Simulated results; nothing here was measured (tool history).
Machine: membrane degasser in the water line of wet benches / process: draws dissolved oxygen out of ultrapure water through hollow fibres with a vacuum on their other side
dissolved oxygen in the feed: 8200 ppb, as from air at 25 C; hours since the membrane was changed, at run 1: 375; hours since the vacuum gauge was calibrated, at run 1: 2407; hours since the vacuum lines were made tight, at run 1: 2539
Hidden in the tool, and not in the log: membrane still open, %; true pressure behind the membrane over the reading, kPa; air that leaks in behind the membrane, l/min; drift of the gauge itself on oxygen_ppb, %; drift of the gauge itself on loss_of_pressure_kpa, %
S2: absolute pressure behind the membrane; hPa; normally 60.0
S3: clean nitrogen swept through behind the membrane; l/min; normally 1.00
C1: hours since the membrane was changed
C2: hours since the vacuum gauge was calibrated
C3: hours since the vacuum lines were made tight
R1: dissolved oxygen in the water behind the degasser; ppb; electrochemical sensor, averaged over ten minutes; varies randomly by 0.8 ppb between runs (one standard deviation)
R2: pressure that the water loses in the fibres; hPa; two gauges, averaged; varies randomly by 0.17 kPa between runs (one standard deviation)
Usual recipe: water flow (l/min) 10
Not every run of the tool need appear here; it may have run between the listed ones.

run 1 day=0.000 | water_flow_(l/min)=10 S2=60.0 S3=1.00 | C1=375 C2=2407 C3=2539 | R1=76.1 R2=275.2
run 2 day=1.954 | water_flow_(l/min)=10 S2=60.0 S3=1.00 | C1=422 C2=2454 C3=2586 | R1=75.8 R2=271.7
run 3 day=2.929 | water_flow_(l/min)=10 S2=60.0 S3=1.00 | C1=446 C2=2477 C3=2609 | R1=77.1 R2=270.3
run 4 day=3.912 | water_flow_(l/min)=10 S2=60.0 S3=1.06 | C1=469 C2=2501 C3=2633 | R1=73.5 R2=274.0
run 5 day=4.767 | water_flow_(l/min)=10 S2=60.0 S3=1.06 | C1=490 C2=2521 C3=2653 | R1=73.1 R2=271.2
run 6 day=6.279 | water_flow_(l/min)=10 S2=60.0 S3=1.06 | C1=526 C2=2558 C3=2690 | R1=72.1 R2=271.6
run 7 day=7.408 | water_flow_(l/min)=10 S2=60.0 S3=1.06 | C1=553 C2=2585 C3=2717 | R1=72.3 R2=271.6
run 8 day=8.742 | water_flow_(l/min)=10 S2=60.0 S3=1.06 | C1=585 C2=2617 C3=2749 | R1=72.3 R2=270.4
run 9 day=9.958 | water_flow_(l/min)=10 S2=60.0 S3=1.06 | C1=614 C2=2646 C3=2778 | R1=72.9 R2=274.2
run 10 day=11.808 | water_flow_(l/min)=10 S2=60.0 S3=0.83 | C1=659 C2=2690 C3=2822 | R1=88.6 R2=275.1
run 11 day=12.833 | water_flow_(l/min)=9 S2=60.0 S3=0.83 | C1=683 C2=2715 C3=2847 | R1=78.7 R2=244.4
run 12 day=14.462 | water_flow_(l/min)=9 S2=75.4 S3=0.83 | C1=722 C2=2754 C3=2886 | R1=117.1 R2=244.1
run 13 day=15.992 | water_flow_(l/min)=9 S2=75.4 S3=1.81 | C1=759 C2=2791 C3=2923 | R1=58.8 R2=244.7
run 14 day=16.862 | water_flow_(l/min)=9 S2=75.4 S3=1.81 | C1=780 C2=2812 C3=2943 | R1=58.9 R2=247.0
run 15 day=17.742 | water_flow_(l/min)=10 S2=60.0 S3=2.40 | C1=801 C2=2833 C3=2965 | R1=38.9 R2=273.0
run 16 day=19.150 | water_flow_(l/min)=14 S2=69.2 S3=0.97 | C1=835 C2=2867 C3=2998 | R1=174.9 R2=380.0
run 17 day=20.604 | water_flow_(l/min)=8 S2=64.6 S3=0.61 | C1=870 C2=2901 C3=3033 | R1=103.5 R2=216.9
run 18 day=22.021 | water_flow_(l/min)=6 S2=41.6 S3=0.48 | C1=904 C2=2936 C3=3067 | R1=30.5 R2=163.6
run 19 day=23.546 | water_flow_(l/min)=10 S2=54.9 S3=0.71 | C1=940 C2=2972 C3=3104 | R1=87.5 R2=274.2
run 20 day=24.904 | water_flow_(l/min)=13 S2=87.1 S3=0.61 | C1=973 C2=3005 C3=3137 | R1=295.6 R2=350.3

Some steps in R1, run to run, broken into two amounts with sign: the step expected even without the hidden condition (settings, incoming material, random variation), and the rest, left for the hidden condition together with whatever gauge scatter is not in both the measured and the hidden-condition-free result:
Run 15 -> 16: water flow (l/min) 10 -> 14, S2 60.0 -> 69.2, S3 2.40 -> 0.97. R1 +136.0 ppb: hidden state +2.5, all else +133.5.
Run 19 -> 20: water flow (l/min) 10 -> 13, S2 54.9 -> 87.1, S3 0.71 -> 0.61. R1 +208.1 ppb: hidden state +2.3, all else +205.8.

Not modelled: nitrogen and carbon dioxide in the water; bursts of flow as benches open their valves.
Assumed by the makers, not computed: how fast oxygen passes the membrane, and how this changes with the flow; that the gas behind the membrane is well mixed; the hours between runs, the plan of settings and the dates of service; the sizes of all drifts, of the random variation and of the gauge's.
